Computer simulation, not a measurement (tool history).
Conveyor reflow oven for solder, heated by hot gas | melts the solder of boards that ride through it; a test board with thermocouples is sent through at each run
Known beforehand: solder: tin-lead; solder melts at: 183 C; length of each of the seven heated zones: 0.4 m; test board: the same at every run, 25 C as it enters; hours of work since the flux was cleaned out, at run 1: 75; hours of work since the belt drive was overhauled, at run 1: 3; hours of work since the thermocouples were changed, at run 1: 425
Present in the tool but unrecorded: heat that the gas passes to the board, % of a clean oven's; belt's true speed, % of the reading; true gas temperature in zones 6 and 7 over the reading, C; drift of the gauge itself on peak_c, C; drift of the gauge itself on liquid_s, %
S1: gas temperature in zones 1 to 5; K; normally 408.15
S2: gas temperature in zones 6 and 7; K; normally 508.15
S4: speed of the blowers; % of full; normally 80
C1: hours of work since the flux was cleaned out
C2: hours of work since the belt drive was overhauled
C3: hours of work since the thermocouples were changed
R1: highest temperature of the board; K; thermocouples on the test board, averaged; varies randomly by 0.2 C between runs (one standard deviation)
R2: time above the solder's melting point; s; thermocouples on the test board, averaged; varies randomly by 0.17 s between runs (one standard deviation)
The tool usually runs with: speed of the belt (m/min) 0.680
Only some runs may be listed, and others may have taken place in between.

Run 1, hour 0.0: usual settings; C1 75; C2 3; C3 425. Result: R1 490.55 K, R2 52.0 s.
Run 2, hour 23.1: usual settings; C1 90; C2 18; C3 440. Result: R1 490.45 K, R2 51.9 s.
Run 3, hour 37.6: usual settings; C1 100; C2 28; C3 450. Result: R1 490.15 K, R2 51.9 s.
Run 4, hour 69.8: usual settings; C1 123; C2 50; C3 472. Result: R1 489.75 K, R2 51.4 s.
At hour 77.6: flux residue cleaned out of gas plates and filters.
Run 5, hour 98.2: usual settings; C1 14; C2 67; C3 488. Result: R1 488.75 K, R2 50.2 s.
Run 6, hour 113.9: usual settings but S1 422.15 K, speed of the belt (m/min) 0.645, S4 82 % of full; C1 25; C2 77; C3 499. Result: R1 492.65 K, R2 61.9 s.
Run 7, hour 134.4: usual settings but S1 400.15 K, S2 496.15 K, speed of the belt (m/min) 0.765, S4 66 % of full; C1 39; C2 91; C3 513. Result: R1 469.75 K, R2 23.8 s.
Run 8, hour 156.1: usual settings but speed of the belt (m/min) 0.754, S4 62 % of full; C1 54; C2 106; C3 528. Result: R1 480.75 K, R2 38.0 s.
Run 9, hour 189.1: usual settings but speed of the belt (m/min) 0.613, S4 62 % of full; C1 76; C2 129; C3 551. Result: R1 488.25 K, R2 56.2 s.
Run 10, hour 208.6: usual settings but speed of the belt (m/min) 0.613, S4 62 % of full; C1 90; C2 142; C3 564. Result: R1 487.85 K, R2 55.3 s.

Branching from run 10: 4 alternative next runs. What would each branch give?
At hour 230.4: flux residue cleaned out of gas plates and filters, once more.
Run A, hour 240.1: usual settings but S1 397.15 K; C1 7; C2 160; C3 582. Result: R1 ?, R2 ?.
At hour 230.4: flux residue cleaned out of gas plates and filters, once more.
Run B, hour 240.1: usual settings but S2 496.15 K; C1 7; C2 160; C3 582. Result: R1 ?, R2 ?.
At hour 230.4: flux residue cleaned out of gas plates and filters, once more.
Run C, hour 240.1: usual settings but speed of the belt (m/min) 0.621, S4 62 % of full; C1 7; C2 160; C3 582. Result: R1 ?, R2 ?.
At hour 230.4: flux residue cleaned out of gas plates and filters, once more.
Run D, hour 240.1: usual settings but S2 513.15 K, speed of the belt (m/min) 0.558, S4 57 % of full; C1 7; C2 160; C3 582. Result: R1 ?, R2 ?.

run      R1    R2
  A  488.95  47.9
  B  480.35  44.5
  C  490.85  57.3
  D  497.15  69.8
Had the tool no hidden state, the same runs would have come out as:
run      R1    R2
  A  490.55  48.8
  B  481.85  45.6
  C  492.35  58.1
  D  498.65  70.5
